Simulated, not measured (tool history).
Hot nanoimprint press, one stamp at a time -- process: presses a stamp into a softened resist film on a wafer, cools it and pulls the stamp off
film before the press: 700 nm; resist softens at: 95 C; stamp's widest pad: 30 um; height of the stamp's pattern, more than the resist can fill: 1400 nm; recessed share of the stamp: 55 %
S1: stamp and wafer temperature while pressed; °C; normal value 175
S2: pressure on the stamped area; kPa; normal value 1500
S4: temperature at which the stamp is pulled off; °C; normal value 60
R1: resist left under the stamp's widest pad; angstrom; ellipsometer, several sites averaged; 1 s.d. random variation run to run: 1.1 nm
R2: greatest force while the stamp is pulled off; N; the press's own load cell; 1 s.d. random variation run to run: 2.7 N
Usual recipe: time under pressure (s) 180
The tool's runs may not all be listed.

Run 1, hour 0: usual settings. Result: R1 3324 angstrom, R2 155 N.
Run 2, hour 16.8: usual settings but S1 168 °C. Result: R1 4353 angstrom, R2 156 N.
Run 3, hour 35.8: usual settings but S1 168 °C. Result: R1 4361 angstrom, R2 161 N.
Run 4, hour 53.3: usual settings but S1 168 °C. Result: R1 4358 angstrom, R2 159 N.
Run 5, hour 64.9: usual settings but S1 185 °C. Result: R1 2226 angstrom, R2 164 N.
Run 6, hour 84.6: usual settings but S1 185 °C. Result: R1 2228 angstrom, R2 163 N.
At hour 89.8: plate thermocouple calibrated.
Run 7, hour 104.8: usual settings but S2 1610 kPa. Result: R1 3222 angstrom, R2 163 N.
Run 8, hour 119.3: usual settings but S4 62 °C. Result: R1 3346 angstrom, R2 169 N.
Run 9, hour 132.4: usual settings but S1 179 °C, S2 2170 kPa, time under pressure (s) 96. Result: R1 2980 angstrom, R2 173 N.
Run 10, hour 156.8: usual settings but time under pressure (s) 104, S4 48 °C. Result: R1 4006 angstrom, R2 181 N.
Run 11, hour 182.4: usual settings but time under pressure (s) 104, S4 48 °C. Result: R1 4017 angstrom, R2 190 N.
Run 12, hour 202.9: usual settings but time under pressure (s) 177, S4 56 °C. Result: R1 3388 angstrom, R2 188 N.
Run 13, hour 214.6: usual settings but time under pressure (s) 177, S4 56 °C. Result: R1 3371 angstrom, R2 192 N.

4 ways to go on from here, each from the tool as it stands after run 13. What would each give?
Run A, hour 238.4: usual settings but S1 167 °C, time under pressure (s) 111. Result: R1 ?, R2 ?.
Run B, hour 238.4: usual settings but time under pressure (s) 295, S4 56 °C. Result: R1 ?, R2 ?.
Run C, hour 238.4: usual settings but S1 170 °C, S2 1700 kPa, time under pressure (s) 177, S4 55 °C. Result: R1 ?, R2 ?.
Run D, hour 238.4: usual settings but time under pressure (s) 141, S4 54 °C. Result: R1 ?, R2 ?.

run    R1   R2
  A  5165  186
  B  2813  185
  C  3915  185
  D  3665  182
Stripped of hidden state, with their random variation kept, the same runs would have yielded:
run    R1   R2
  A  5022  124
  B  2696  124
  C  3763  124
  D  3527  122
